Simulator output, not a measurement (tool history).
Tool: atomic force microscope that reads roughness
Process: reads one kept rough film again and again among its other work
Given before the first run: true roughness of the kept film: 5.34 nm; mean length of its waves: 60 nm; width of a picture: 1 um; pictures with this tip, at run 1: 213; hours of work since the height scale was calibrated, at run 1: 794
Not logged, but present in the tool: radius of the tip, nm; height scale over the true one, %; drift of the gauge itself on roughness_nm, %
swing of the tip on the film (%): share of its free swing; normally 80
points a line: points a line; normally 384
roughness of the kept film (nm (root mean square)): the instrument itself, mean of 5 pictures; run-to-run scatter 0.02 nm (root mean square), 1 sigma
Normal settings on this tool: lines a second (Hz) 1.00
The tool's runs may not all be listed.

run     day  lines a second (Hz)  swing of the tip on the film (%)  points a line  pictures with this tip  hours of work since the height scale was calibrated  roughness of the kept film (nm (root mean square))
  1   0.000                 1.00                                80            384                     213                                                  794                                               4.871
  2   1.412                 3.79                                80            384                     282                                                  815                                               4.311
      2.267  -- new tip fitted
  3   3.475                 3.79                                80            384                      59                                                  845                                               4.503
  4   5.638                 3.79                                80            384                     166                                                  878                                               4.410
  5   8.650                 3.79                                80            384                     314                                                  923                                               4.282
      8.854  -- new tip fitted
  6  10.429                 1.00                                79            384                      78                                                  949                                               4.881
  7  12.908                 1.00                                79            384                     200                                                  986                                               4.775
  8  14.821                 1.00                                79            384                     295                                                 1015                                               4.738
     15.554  -- new tip fitted
  9  17.308                 1.00                                80            384                      86                                                 1052                                               4.880

Run 10 comes next. What will it give?
 10  18.767                 1.00                                80            384                     158                                                 1074                                                   ?

roughness of the kept film (nm (root mean square)): 4.796
Were there no unlogged condition in the tool, this run, its random variation unchanged, would have produced roughness of the kept film (nm (root mean square)) 4.901.

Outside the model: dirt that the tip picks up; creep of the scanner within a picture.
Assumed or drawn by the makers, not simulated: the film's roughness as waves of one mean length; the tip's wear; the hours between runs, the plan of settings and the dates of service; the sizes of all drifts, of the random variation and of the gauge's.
